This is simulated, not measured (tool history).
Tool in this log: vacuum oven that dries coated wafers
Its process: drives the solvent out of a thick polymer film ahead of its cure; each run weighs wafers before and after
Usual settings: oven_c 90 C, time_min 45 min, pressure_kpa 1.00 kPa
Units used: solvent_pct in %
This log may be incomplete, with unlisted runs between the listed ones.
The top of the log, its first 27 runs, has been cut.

run,hour,oven_c,time_min,pressure_kpa,hours of work since the thermocouples were calibrated,hours of work since the vacuum gauge was cleaned of residue,solvent_pct
28,949.1,79,25,2.13,743,593,6.99
29,991.7,79,25,2.13,763,612,7.11
30,1021.1,79,25,2.13,776,625,7.08
31,1053.7,79,25,2.13,790,640,7.08
32,1099.0,90,26,1.84,811,660,3.83
33,1127.1,82,34,1.07,823,673,4.76
34,1157.2,79,45,1.00,837,687,4.49
35,1178.4,79,45,1.00,846,696,4.47
36,1213.9,79,45,1.00,862,712,4.37
37,1250.3,95,32,3.25,879,728,2.31
38,1291.3,87,32,2.97,897,747,4.20
39,1318.9,87,33,3.83,909,759,4.41
40,1342.6,84,33,0.67,920,770,4.13
41,1373.6,84,33,0.67,934,784,4.10
42,1418.2,84,33,0.67,954,804,4.17
# hour 1438.1: oven's thermocouples calibrated
43,1455.0,101,23,3.90,8,819,2.18
44,1482.1,101,23,3.72,20,831,2.18

Forecast each of these 3 alternatives for the next run:
A,1523.4,103,28,0.64,38,850,?
B,1523.4,101,23,1.92,38,850,?
C,1523.4,77,56,3.72,38,850,?

run,solvent_pct
A,0.74
B,1.70
C,5.52
Without the tool's hidden state the same runs would have given:
run,solvent_pct
A,0.74
B,1.70
C,5.51
